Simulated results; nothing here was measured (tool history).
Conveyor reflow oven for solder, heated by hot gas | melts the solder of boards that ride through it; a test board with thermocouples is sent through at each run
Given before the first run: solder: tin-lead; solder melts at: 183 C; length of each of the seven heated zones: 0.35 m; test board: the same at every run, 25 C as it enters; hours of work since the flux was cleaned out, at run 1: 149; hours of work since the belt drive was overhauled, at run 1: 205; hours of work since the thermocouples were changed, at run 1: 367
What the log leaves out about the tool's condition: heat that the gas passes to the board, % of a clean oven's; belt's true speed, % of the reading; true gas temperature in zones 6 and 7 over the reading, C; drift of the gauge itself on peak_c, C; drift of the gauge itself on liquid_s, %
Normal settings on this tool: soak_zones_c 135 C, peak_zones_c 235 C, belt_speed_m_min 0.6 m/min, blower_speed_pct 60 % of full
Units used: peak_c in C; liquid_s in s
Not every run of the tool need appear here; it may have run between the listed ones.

run   hour  soak_zones_c  peak_zones_c  belt_speed_m_min  blower_speed_pct  hours of work since the flux was cleaned out  hours of work since the belt drive was overhauled  hours of work since the thermocouples were changed  peak_c  liquid_s
  1      0           135           235               0.6                60                                           149                                                205                                                 367   215.6      49.1
  2    9.2           135           235               0.6                60                                           154                                                210                                                 372   215.8        49
  3     14           135           235               0.6                60                                           157                                                213                                                 374   215.1      50.5
  4   23.1           135           235               0.6                75                                           161                                                217                                                 379   219.9      53.9
      33.8  -- flux residue cleaned out of gas plates and filters
  5   37.5           135           235               0.6                75                                             2                                                222                                                 384   221.5      54.2
  6   44.4           135           235               0.6                75                                             6                                                226                                                 388   221.4      54.6
  7   55.5           135           235               0.6                60                                            11                                                232                                                 393     217      51.4
  8   65.8           135           235             0.532                60                                            17                                                237                                                 399   220.9      62.2
  9   76.6           135           235             0.532                60                                            23                                                243                                                 405   221.4      61.1
 10     82           135           235               0.6                60                                            25                                                246                                                 407   216.3      50.3
 11     88           135           227               0.6                60                                            29                                                249                                                 411   209.8      44.4
 12   98.9           135           235               0.6                60                                            34                                                255                                                 416   216.8      50.3
 13  110.4           135           235               0.6                60                                            40                                                261                                                 422   216.7      49.9
 14  119.7           135           235               0.6                60                                            45                                                266                                                 427   216.8      51.1
 15  126.4           135           235             0.499                60                                            49                                                269                                                 431     222      66.7
 16  131.6           135           249             0.499                66                                            52                                                272                                                 434   236.4      76.3
 17  142.9           135           249             0.499                66                                            57                                                278                                                 440   237.3      76.2
 18  149.6           135           227             0.492                60                                            61                                                281                                                 443   216.2      63.5
 19  160.1           147           249             0.492                51                                            67                                                287                                                 449   234.2      80.4
 20  170.5           147           230             0.616                53                                            72                                                292                                                 454   211.4      49.5
     175.1  -- belt drive overhauled, speed set with a stopwatch
 21  179.7           147           247             0.559                53                                            75                                                  2                                                 457   229.8      68.3
 22  187.5           147           247             0.559                53                                            79                                                  7                                                 461   229.5      67.9
 23  196.8           147           247             0.544                69                                            84                                                 11                                                 466   235.3      72.3
 24  201.5           135           235             0.591                53                                            86                                                 14                                                 468   214.9      50.1
 25  206.8           132           225               0.6                60                                            89                                                 17                                                 471   207.5        42
 26    214           132           225               0.6                60                                            93                                                 21                                                 475   207.1      42.2
 27  221.3           127           235             0.677                60                                            97                                                 24                                                 479   210.3      36.6
     226.8  -- belt drive overhauled, speed set with a stopwatch, once more
 28  232.6           125           241             0.511                55                                           101                                                  3                                                 483   223.1      60.7
 29  238.7           141           241             0.511                51                                           104                                                  6                                                 486   224.9      68.8

Alternative continuations, all from the tool just after run 29; predict every row:
  A  246.2           141           231             0.576                56                                           108                                                 10                                                 490       ?         ?
  B  246.2           141           227             0.681                51                                           108                                                 10                                                 490       ?         ?
  C  246.2           135           235             0.552                60                                           108                                                 10                                                 490       ?         ?
  D  246.2           125           227               0.6                60                                           108                                                 10                                                 490       ?         ?

run  peak_c  liquid_s
  A   213.7      53.6
  B     203      33.6
  C   219.2      56.2
  D   206.8      39.2
The same runs, with their run-to-run variation unchanged, on a tool lacking any hidden condition would have given:
run  peak_c  liquid_s
  A     213      53.2
  B   202.5      33.3
  C   218.6      55.9
  D   206.3      38.9

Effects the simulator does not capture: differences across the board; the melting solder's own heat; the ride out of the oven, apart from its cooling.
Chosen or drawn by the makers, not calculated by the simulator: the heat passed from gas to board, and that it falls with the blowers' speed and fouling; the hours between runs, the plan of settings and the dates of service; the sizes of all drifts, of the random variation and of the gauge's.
